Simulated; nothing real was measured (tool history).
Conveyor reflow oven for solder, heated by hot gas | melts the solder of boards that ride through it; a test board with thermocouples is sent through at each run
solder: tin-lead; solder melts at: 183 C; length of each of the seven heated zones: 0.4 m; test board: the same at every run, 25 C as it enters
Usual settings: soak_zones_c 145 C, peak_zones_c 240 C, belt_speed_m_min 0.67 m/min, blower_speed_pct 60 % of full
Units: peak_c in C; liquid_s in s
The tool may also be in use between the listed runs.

run,hour,soak_zones_c,peak_zones_c,belt_speed_m_min,blower_speed_pct,peak_c,liquid_s
1,0,145,240,0.67,60,216.8,54.9
2,32.7,145,240,0.67,60,216.9,54.6
3,63.1,145,240,0.67,60,216.5,54.4
4,101.9,141,240,0.67,60,215.3,52.2
5,137.5,141,240,0.67,60,215.6,52.5
6,167.4,134,240,0.67,60,213.9,48.6
7,221.3,134,229,0.67,60,205.1,39.9
8,253.5,134,229,0.587,60,209.5,52.3
9,306,134,229,0.587,60,209,52.1
10,346.9,134,229,0.587,60,209.2,52.2
11,377.1,145,240,0.67,60,215.7,54
12,431.5,145,239,0.67,60,215.4,53.3
13,477.9,135,228,0.67,77,206.9,43.7

The next listed run, before its measurement:
14,532.6,135,240,0.67,77,?,?

{"run 14": {"peak_c": 217, "liquid_s": 51.4}}
Without the tool's hidden state the same run would have given peak_c 220.4 C, liquid_s 53.9 s.

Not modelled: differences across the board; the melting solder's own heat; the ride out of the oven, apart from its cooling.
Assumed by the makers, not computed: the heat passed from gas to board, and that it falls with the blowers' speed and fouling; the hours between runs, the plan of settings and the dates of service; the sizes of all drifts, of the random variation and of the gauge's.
